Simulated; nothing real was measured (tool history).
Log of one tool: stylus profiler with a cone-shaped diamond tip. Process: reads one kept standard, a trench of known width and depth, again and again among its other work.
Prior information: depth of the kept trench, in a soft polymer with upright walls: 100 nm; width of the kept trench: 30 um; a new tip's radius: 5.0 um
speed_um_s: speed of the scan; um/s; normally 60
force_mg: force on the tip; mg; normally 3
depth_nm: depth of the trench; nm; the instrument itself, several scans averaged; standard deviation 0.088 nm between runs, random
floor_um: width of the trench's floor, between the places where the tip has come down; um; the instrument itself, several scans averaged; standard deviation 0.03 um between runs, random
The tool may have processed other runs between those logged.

{"run": 1, "hour": 0.0, "speed_um_s": 60, "force_mg": 3, "depth_nm": 101.82, "floor_um": 27.65}
{"run": 2, "hour": 14.0, "speed_um_s": 60, "force_mg": 3, "depth_nm": 102.07, "floor_um": 27.62}
{"run": 3, "hour": 37.1, "speed_um_s": 60, "force_mg": 3.1, "depth_nm": 102.04, "floor_um": 27.66}
{"run": 4, "hour": 57.0, "speed_um_s": 60, "force_mg": 3.1, "depth_nm": 102.03, "floor_um": 27.69}
{"run": 5, "hour": 77.2, "speed_um_s": 60, "force_mg": 6.63, "depth_nm": 103.25, "floor_um": 27.69}
{"run": 6, "hour": 96.6, "speed_um_s": 38, "force_mg": 6.63, "depth_nm": 103.36, "floor_um": 27.75}
{"run": 7, "hour": 111.9, "speed_um_s": 38, "force_mg": 1.11, "depth_nm": 100.98, "floor_um": 27.62}
{"run": 8, "hour": 127.5, "speed_um_s": 60, "force_mg": 3, "depth_nm": 101.91, "floor_um": 27.65}
{"run": 9, "hour": 149.8, "speed_um_s": 60, "force_mg": 5.13, "depth_nm": 102.87, "floor_um": 27.72}
{"run": 10, "hour": 163.4, "speed_um_s": 60, "force_mg": 5.13, "depth_nm": 102.86, "floor_um": 27.7}
{"run": 11, "hour": 188.2, "speed_um_s": 60, "force_mg": 5.63, "depth_nm": 103, "floor_um": 27.68}
{"run": 12, "hour": 205.8, "speed_um_s": 32, "force_mg": 5.63, "depth_nm": 102.94, "floor_um": 27.84}
{"run": 13, "hour": 223.6, "speed_um_s": 32, "force_mg": 8.33, "depth_nm": 103.9, "floor_um": 27.87}
{"run": 14, "hour": 250.2, "speed_um_s": 164, "force_mg": 3, "depth_nm": 101.98, "floor_um": 27.09}
{"run": 15, "hour": 278.7, "speed_um_s": 58, "force_mg": 3, "depth_nm": 101.9, "floor_um": 27.68}
{"run": 16, "hour": 307.8, "speed_um_s": 58, "force_mg": 3, "depth_nm": 101.97, "floor_um": 27.59}
{"run": 17, "hour": 338.9, "speed_um_s": 60, "force_mg": 3, "depth_nm": 101.94, "floor_um": 27.6}
{"run": 18, "hour": 352.4, "speed_um_s": 35, "force_mg": 3, "depth_nm": 102.08, "floor_um": 27.81}
{"run": 19, "hour": 379.3, "speed_um_s": 35, "force_mg": 3, "depth_nm": 102.06, "floor_um": 27.75}
{"run": 20, "hour": 393.6, "speed_um_s": 35, "force_mg": 3, "depth_nm": 101.96, "floor_um": 27.79}
{"run": 21, "hour": 413.6, "speed_um_s": 69, "force_mg": 6.12, "depth_nm": 103.14, "floor_um": 27.69}
{"run": 22, "hour": 437.7, "speed_um_s": 69, "force_mg": 6.12, "depth_nm": 103.12, "floor_um": 27.66}
{"run": 23, "hour": 458.6, "speed_um_s": 59, "force_mg": 1.3, "depth_nm": 101.22, "floor_um": 27.45}
{"run": 24, "hour": 485.4, "speed_um_s": 37, "force_mg": 1.81, "depth_nm": 101.26, "floor_um": 27.63}
{"run": 25, "hour": 510.6, "speed_um_s": 57, "force_mg": 5.36, "depth_nm": 103, "floor_um": 27.65}
{"run": 26, "hour": 530.2, "speed_um_s": 57, "force_mg": 5.36, "depth_nm": 102.98, "floor_um": 27.63}
{"run": 27, "hour": 543.4, "speed_um_s": 36, "force_mg": 5.89, "depth_nm": 103.07, "floor_um": 27.76}
{"run": 28, "hour": 558.1, "speed_um_s": 20, "force_mg": 5.63, "depth_nm": 102.87, "floor_um": 27.83}
{"run": 29, "hour": 578.5, "speed_um_s": 118, "force_mg": 1.04, "depth_nm": 101.15, "floor_um": 26.86}
{"run": 30, "hour": 598.8, "speed_um_s": 37, "force_mg": 3.9, "depth_nm": 102.27, "floor_um": 27.68}
{"run": 31, "hour": 619.2, "speed_um_s": 133, "force_mg": 3.85, "depth_nm": 102.44, "floor_um": 27.32}
{"run": 32, "hour": 641.4, "speed_um_s": 133, "force_mg": 3.85, "depth_nm": 102.45, "floor_um": 27.29}
{"run": 33, "hour": 671.9, "speed_um_s": 127, "force_mg": 3.93, "depth_nm": 102.42, "floor_um": 27.29}
{"run": 34, "hour": 687.6, "speed_um_s": 127, "force_mg": 3.93, "depth_nm": 102.42, "floor_um": 27.28}
{"run": 35, "hour": 715.0, "speed_um_s": 37, "force_mg": 1.97, "depth_nm": 101.65, "floor_um": 27.74}
{"run": 36, "hour": 733.8, "speed_um_s": 37, "force_mg": 1.97, "depth_nm": 101.56, "floor_um": 27.67}
{"run": 37, "hour": 757.2, "speed_um_s": 15, "force_mg": 8.88, "depth_nm": 104, "floor_um": 27.86}

Selected run-to-run steps in depth_nm, each split into two signed amounts: the part the tool would show with no hidden state at all (from settings, incoming material and random variation), and the remainder, which goes to the hidden state together with any gauge scatter not common to the measured and the hidden-state-free results:
The hidden state here: radius of the tip, um; height scale over the true one, %; drift of the gauge itself on depth_nm, %; drift of the gauge itself on floor_um, %.
Run 2 -> 3: force_mg 3 -> 3.1. depth_nm -0.03 nm: hidden state +0.01, all else -0.04.
Run 3 -> 4: no setting touched and nothing written in the log between the runs. depth_nm -0.01 nm: hidden state -0.01, all else +0.
Run 4 -> 5: force_mg 3.1 -> 6.63. depth_nm +1.22 nm: hidden state +0.01, all else +1.21.
Run 6 -> 7: force_mg 6.63 -> 1.11. depth_nm -2.38 nm: hidden state +0.01, all else -2.39.
Run 13 -> 14: speed_um_s 32 -> 164, force_mg 8.33 -> 3. depth_nm -1.92 nm: hidden state +0, all else -1.92.
Run 36 -> 37: speed_um_s 37 -> 15, force_mg 1.97 -> 8.88. depth_nm +2.44 nm: hidden state +0, all else +2.44.
